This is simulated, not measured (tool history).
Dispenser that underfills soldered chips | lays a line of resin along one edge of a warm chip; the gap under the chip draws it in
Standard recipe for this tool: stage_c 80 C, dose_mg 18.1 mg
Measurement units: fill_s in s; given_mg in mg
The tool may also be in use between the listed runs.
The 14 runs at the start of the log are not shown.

| run | day | stage_c | dose_mg | fill_s | given_mg |
|---|---|---|---|---|---|
|  | 4.846 | dispensing valve cleaned and set on the balance |
| 15 | 4.996 | 80 | 18.1 | 113.1 | 18.03 |
|  | 5.050 | new syringe of resin |
| 16 | 5.421 | 80 | 18.1 | 100.6 | 18.03 |
|  | 5.592 | new syringe of resin |
| 17 | 5.721 | 80 | 18.1 | 82.4 | 17.94 |
|  | 6.142 | new syringe of resin |
| 18 | 6.192 | 80 | 18.1 | 74.1 | 17.74 |
|  | 6.683 | new syringe of resin |
| 19 | 6.700 | 83 | 17.0 | 68.1 | 16.60 |
| 20 | 7.083 | 80 | 23.5 | 102.3 | 22.87 |
|  | 7.242 | new syringe of resin |
| 21 | 7.388 | 80 | 23.5 | 81.6 | 22.59 |
|  | 7.783 | new syringe of resin |
| 22 | 7.792 | 68 | 18.1 | 122.2 | 17.28 |
| 23 | 8.162 | 68 | 18.1 | 168.9 | 17.26 |
|  | 8.342 | new syringe of resin |
| 24 | 8.433 | 87 | 17.0 | 63.5 | 16.20 |
| 25 | 8.842 | 69 | 22.0 | 180.3 | 20.80 |
|  | 8.892 | new syringe of resin |
| 26 | 9.096 | 91 | 18.1 | 59.6 | 16.99 |
| 27 | 9.354 | 68 | 20.5 | 183.8 | 19.31 |
|  | 9.450 | new syringe of resin |
|  | 9.492 | dispensing valve cleaned and set on the balance |
| 28 | 9.812 | 68 | 20.5 | 159.2 | 20.28 |
|  | 10.033 | new syringe of resin |
| 29 | 10.138 | 68 | 20.5 | 132.1 | 20.27 |
| 30 | 10.533 | 65 | 15.7 | 226.9 | 15.32 |
|  | 10.579 | new syringe of resin |
| 31 | 10.988 | 65 | 15.7 | 201.8 | 15.19 |
|  | 11.112 | new syringe of resin |
| 32 | 11.308 | 65 | 15.7 | 171.9 | 15.11 |
|  | 11.662 | new syringe of resin |
| 33 | 11.733 | 75 | 19.1 | 96.5 | 18.65 |
| 34 | 12.075 | 75 | 19.1 | 132.2 | 18.41 |
|  | 12.225 | new syringe of resin |
| 35 | 12.538 | 75 | 19.1 | 123.0 | 18.11 |

Branching from run 35: 3 alternative next runs. What would each branch give?
|  | 12.775 | new syringe of resin |
| A | 13.058 | 91 | 19.1 | ? | ? |
|  | 12.775 | new syringe of resin |
| B | 13.058 | 66 | 19.1 | ? | ? |
|  | 12.775 | new syringe of resin |
| C | 13.058 | 76 | 21.5 | ? | ? |

| run | fill_s | given_mg |
|---|---|---|
| A | 64.1 | 18.12 |
| B | 174.7 | 18.18 |
| C | 112.0 | 20.23 |
The same runs, with their run-to-run variation unchanged, on a tool lacking any hidden condition would have given:
| run | fill_s | given_mg |
|---|---|---|
| A | 44.3 | 19.10 |
| B | 118.3 | 19.17 |
| C | 76.8 | 21.32 |

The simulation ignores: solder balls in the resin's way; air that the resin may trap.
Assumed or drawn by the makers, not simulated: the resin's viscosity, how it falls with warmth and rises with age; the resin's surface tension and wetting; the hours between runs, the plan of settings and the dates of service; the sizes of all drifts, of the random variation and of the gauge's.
